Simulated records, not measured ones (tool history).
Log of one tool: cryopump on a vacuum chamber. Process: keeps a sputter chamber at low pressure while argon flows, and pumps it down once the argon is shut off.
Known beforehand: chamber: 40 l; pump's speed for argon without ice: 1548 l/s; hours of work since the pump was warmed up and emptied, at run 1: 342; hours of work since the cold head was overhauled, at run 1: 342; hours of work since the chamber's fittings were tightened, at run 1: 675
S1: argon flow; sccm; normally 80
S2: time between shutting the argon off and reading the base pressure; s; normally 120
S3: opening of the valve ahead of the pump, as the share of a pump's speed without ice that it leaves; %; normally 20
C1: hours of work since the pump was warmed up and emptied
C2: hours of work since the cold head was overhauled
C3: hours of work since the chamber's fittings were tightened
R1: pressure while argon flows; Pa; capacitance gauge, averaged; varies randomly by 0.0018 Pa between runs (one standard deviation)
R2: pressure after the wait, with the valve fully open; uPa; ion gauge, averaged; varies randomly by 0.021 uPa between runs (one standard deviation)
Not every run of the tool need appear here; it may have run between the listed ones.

| run | hour | S1 | S2 | S3 | C1 | C2 | C3 | R1 | R2 |
|---|---|---|---|---|---|---|---|---|---|
| 1 | 0.0 | 80 | 120 | 20 | 342 | 342 | 675 | 0.4519 | 0.68 |
| 2 | 12.7 | 80 | 120 | 20 | 352 | 352 | 685 | 0.4518 | 0.71 |
| 3 | 21.6 | 80 | 120 | 20 | 359 | 359 | 693 | 0.4482 | 0.72 |
| 4 | 32.9 | 80 | 120 | 20 | 368 | 368 | 702 | 0.4501 | 0.69 |
| 5 | 47.1 | 80 | 120 | 20 | 380 | 380 | 713 | 0.4518 | 0.71 |
| 6 | 54.7 | 80 | 69 | 20 | 386 | 386 | 719 | 0.4516 | 0.85 |
| 7 | 61.0 | 80 | 120 | 20 | 391 | 391 | 725 | 0.4506 | 0.73 |
| 8 | 72.2 | 80 | 120 | 50 | 400 | 400 | 734 | 0.1926 | 0.75 |
| 9 | 87.1 | 80 | 120 | 20 | 413 | 413 | 746 | 0.4518 | 0.76 |
| 10 | 94.8 | 80 | 120 | 20 | 419 | 419 | 752 | 0.4524 | 0.78 |
| 11 | 103.7 | 80 | 120 | 20 | 426 | 426 | 759 | 0.4521 | 0.74 |
| 12 | 118.6 | 80 | 109 | 20 | 438 | 438 | 772 | 0.4513 | 0.78 |
| 13 | 127.1 | 80 | 120 | 20 | 445 | 445 | 778 | 0.4543 | 0.79 |
| 14 | 133.4 | 80 | 120 | 44 | 450 | 450 | 784 | 0.2152 | 0.73 |
| 15 | 142.1 | 80 | 120 | 44 | 457 | 457 | 791 | 0.2189 | 0.80 |
| 16 | 151.1 | 80 | 120 | 48 | 465 | 465 | 798 | 0.2004 | 0.79 |
| 17 | 164.4 | 80 | 120 | 48 | 476 | 476 | 809 | 0.2010 | 0.79 |
| 18 | 175.0 | 79 | 225 | 58 | 484 | 484 | 818 | 0.1681 | 0.68 |
| 19 | 189.5 | 79 | 225 | 33 | 496 | 496 | 829 | 0.2827 | 0.72 |
| 20 | 197.4 | 79 | 225 | 33 | 502 | 502 | 836 | 0.2827 | 0.74 |
| 21 | 204.5 | 79 | 34 | 33 | 508 | 508 | 842 | 0.2826 | 1.29 |
| 22 | 213.5 | 33 | 22 | 21 | 516 | 516 | 849 | 0.1797 | 1.56 |
| 23 | 223.8 | 33 | 22 | 21 | 524 | 524 | 857 | 0.1813 | 1.59 |
| 24 | 232.5 | 33 | 22 | 21 | 531 | 531 | 864 | 0.1810 | 1.58 |
| 25 | 240.9 | 43 | 37 | 20 | 538 | 538 | 871 | 0.2480 | 1.29 |
| 26 | 255.4 | 37 | 41 | 19 | 550 | 550 | 883 | 0.2222 | 1.12 |
| 27 | 261.8 | 48 | 41 | 37 | 555 | 555 | 888 | 0.1553 | 1.16 |
| 28 | 277.0 | 150 | 25 | 41 | 567 | 567 | 901 | 0.4442 | 1.56 |
| 29 | 291.5 | 150 | 131 | 28 | 579 | 579 | 913 | 0.6290 | 0.84 |
| 30 | 302.9 | 133 | 50 | 20 | 588 | 588 | 922 | 0.7707 | 1.12 |
| 31 | 309.2 | 107 | 120 | 31 | 594 | 594 | 927 | 0.4086 | 0.88 |
| 32 | 320.9 | 122 | 120 | 51 | 603 | 603 | 936 | 0.3006 | 0.88 |
| 33 | 334.7 | 122 | 27 | 34 | 614 | 614 | 948 | 0.4305 | 1.50 |
| 34 | 349.5 | 80 | 86 | 24 | 626 | 626 | 960 | 0.3909 | 1.00 |

Run by run, hidden condition taken away, random variation retained:
The tool's hidden condition here consists of: pump's speed, % of a pump's without ice; cold plate's temperature, K; leak into the chamber, uPa l/s; drift of the gauge itself on working_pa, %; drift of the gauge itself on base_upa, %.
| run | R1 | R2 |
|---|---|---|
| 1 | 0.4389 | 0.34 |
| 2 | 0.4383 | 0.37 |
| 3 | 0.4345 | 0.38 |
| 4 | 0.4360 | 0.34 |
| 5 | 0.4371 | 0.36 |
| 6 | 0.4367 | 0.50 |
| 7 | 0.4355 | 0.36 |
| 8 | 0.1770 | 0.38 |
| 9 | 0.4357 | 0.37 |
| 10 | 0.4360 | 0.38 |
| 11 | 0.4353 | 0.35 |
| 12 | 0.4341 | 0.38 |
| 13 | 0.4367 | 0.39 |
| 14 | 0.1974 | 0.31 |
| 15 | 0.2005 | 0.38 |
| 16 | 0.1819 | 0.37 |
| 17 | 0.1818 | 0.36 |
| 18 | 0.1488 | 0.25 |
| 19 | 0.2627 | 0.28 |
| 20 | 0.2624 | 0.30 |
| 21 | 0.2620 | 0.82 |
| 22 | 0.1710 | 1.10 |
| 23 | 0.1723 | 1.13 |
| 24 | 0.1718 | 1.11 |
| 25 | 0.2359 | 0.80 |
| 26 | 0.2116 | 0.65 |
| 27 | 0.1413 | 0.69 |
| 28 | 0.3993 | 1.06 |
| 29 | 0.5830 | 0.33 |
| 30 | 0.7288 | 0.61 |
| 31 | 0.3748 | 0.36 |
| 32 | 0.2613 | 0.36 |
| 33 | 0.3903 | 0.98 |
| 34 | 0.3638 | 0.45 |
